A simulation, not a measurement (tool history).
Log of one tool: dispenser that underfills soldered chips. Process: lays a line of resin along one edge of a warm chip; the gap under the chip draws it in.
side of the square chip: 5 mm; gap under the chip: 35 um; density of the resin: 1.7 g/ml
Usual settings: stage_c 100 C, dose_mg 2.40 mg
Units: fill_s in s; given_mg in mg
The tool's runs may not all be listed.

run 1 hour=0.0 | stage_c=100 dose_mg=2.40 | fill_s=47.2 given_mg=2.32
-- hour=2.2 new syringe of resin
run 2 hour=5.9 | stage_c=100 dose_mg=2.40 | fill_s=43.0 given_mg=2.30
-- hour=11.2 new syringe of resin
run 3 hour=12.9 | stage_c=100 dose_mg=2.40 | fill_s=40.7 given_mg=2.32
-- hour=19.8 new syringe of resin
run 4 hour=23.3 | stage_c=100 dose_mg=3.09 | fill_s=42.7 given_mg=2.99
-- hour=28.4 new syringe of resin
run 5 hour=34.9 | stage_c=100 dose_mg=3.09 | fill_s=48.6 given_mg=2.99
-- hour=37.4 new syringe of resin
run 6 hour=40.8 | stage_c=100 dose_mg=3.09 | fill_s=43.3 given_mg=2.97
-- hour=46.2 new syringe of resin
run 7 hour=50.7 | stage_c=100 dose_mg=3.09 | fill_s=45.1 given_mg=2.96
-- hour=55.5 new syringe of resin
run 8 hour=57.6 | stage_c=100 dose_mg=3.09 | fill_s=40.5 given_mg=2.95
-- hour=62.4 dispensing valve cleaned and set on the balance
-- hour=65.6 new syringe of resin
run 9 hour=67.7 | stage_c=100 dose_mg=3.09 | fill_s=40.3 given_mg=3.09
-- hour=74.4 new syringe of resin
run 10 hour=75.9 | stage_c=100 dose_mg=3.09 | fill_s=38.9 given_mg=3.07
-- hour=83.4 new syringe of resin
run 11 hour=83.4 | stage_c=100 dose_mg=3.09 | fill_s=37.2 given_mg=3.08
run 12 hour=89.9 | stage_c=102 dose_mg=2.40 | fill_s=43.0 given_mg=2.38
-- hour=91.9 new syringe of resin
-- hour=100.6 new syringe of resin
run 13 hour=102.1 | stage_c=102 dose_mg=2.40 | fill_s=37.5 given_mg=2.39
-- hour=109.5 new syringe of resin
run 14 hour=110.9 | stage_c=100 dose_mg=2.40 | fill_s=39.9 given_mg=2.37
-- hour=118.2 new syringe of resin
run 15 hour=119.1 | stage_c=100 dose_mg=2.40 | fill_s=39.7 given_mg=2.37
-- hour=126.9 new syringe of resin
run 16 hour=127.7 | stage_c=100 dose_mg=2.40 | fill_s=39.4 given_mg=2.38
run 17 hour=133.2 | stage_c=100 dose_mg=2.40 | fill_s=47.3 given_mg=2.36
-- hour=135.5 new syringe of resin
run 18 hour=142.9 | stage_c=100 dose_mg=2.15 | fill_s=50.4 given_mg=2.15
-- hour=144.0 new syringe of resin
run 19 hour=148.5 | stage_c=100 dose_mg=2.72 | fill_s=44.4 given_mg=2.71
-- hour=153.0 new syringe of resin
run 20 hour=153.7 | stage_c=100 dose_mg=2.72 | fill_s=38.7 given_mg=2.67
run 21 hour=159.3 | stage_c=100 dose_mg=2.72 | fill_s=46.3 given_mg=2.66
-- hour=162.1 new syringe of resin
run 22 hour=169.4 | stage_c=100 dose_mg=2.72 | fill_s=48.0 given_mg=2.66
-- hour=170.6 new syringe of resin
run 23 hour=174.7 | stage_c=101 dose_mg=2.38 | fill_s=41.5 given_mg=2.32
-- hour=179.2 new syringe of resin
run 24 hour=180.2 | stage_c=102 dose_mg=2.69 | fill_s=36.5 given_mg=2.64
run 25 hour=186.7 | stage_c=104 dose_mg=2.50 | fill_s=42.0 given_mg=2.43
-- hour=187.9 new syringe of resin
run 26 hour=192.3 | stage_c=101 dose_mg=2.68 | fill_s=40.8 given_mg=2.62
-- hour=196.5 new syringe of resin
run 27 hour=198.6 | stage_c=113 dose_mg=2.21 | fill_s=24.8 given_mg=2.14
run 28 hour=204.4 | stage_c=112 dose_mg=2.65 | fill_s=31.1 given_mg=2.56
-- hour=205.2 new syringe of resin
run 29 hour=209.4 | stage_c=112 dose_mg=2.65 | fill_s=28.2 given_mg=2.56
-- hour=214.5 new syringe of resin
run 30 hour=219.4 | stage_c=96 dose_mg=2.40 | fill_s=52.2 given_mg=2.34
-- hour=223.0 new syringe of resin
run 31 hour=230.8 | stage_c=109 dose_mg=2.60 | fill_s=33.3 given_mg=2.50
-- hour=231.8 new syringe of resin
-- hour=240.5 new syringe of resin
run 32 hour=240.5 | stage_c=105 dose_mg=2.26 | fill_s=30.8 given_mg=2.18
run 33 hour=245.6 | stage_c=86 dose_mg=2.70 | fill_s=76.9 given_mg=2.61
-- hour=249.8 new syringe of resin
run 34 hour=251.9 | stage_c=106 dose_mg=2.51 | fill_s=32.4 given_mg=2.41
-- hour=258.8 new syringe of resin
run 35 hour=259.6 | stage_c=106 dose_mg=2.51 | fill_s=29.7 given_mg=2.42
-- hour=267.4 new syringe of resin
run 36 hour=271.2 | stage_c=100 dose_mg=2.83 | fill_s=42.5 given_mg=2.73

3 ways to go on from here, each from the tool as it stands after run 36. What would each give?
-- hour=276.2 new syringe of resin
run A hour=277.6 | stage_c=100 dose_mg=2.13 | fill_s=? given_mg=?
-- hour=276.2 new syringe of resin
run B hour=277.6 | stage_c=106 dose_mg=2.79 | fill_s=? given_mg=?
-- hour=276.2 new syringe of resin
run C hour=277.6 | stage_c=106 dose_mg=2.83 | fill_s=? given_mg=?

run=A fill_s=40.1 given_mg=2.06
run=B fill_s=30.4 given_mg=2.66
run=C fill_s=30.2 given_mg=2.71
Without the tool's hidden state the same runs would have given:
run=A fill_s=39.3 given_mg=2.15
run=B fill_s=30.0 given_mg=2.78
run=C fill_s=29.7 given_mg=2.82

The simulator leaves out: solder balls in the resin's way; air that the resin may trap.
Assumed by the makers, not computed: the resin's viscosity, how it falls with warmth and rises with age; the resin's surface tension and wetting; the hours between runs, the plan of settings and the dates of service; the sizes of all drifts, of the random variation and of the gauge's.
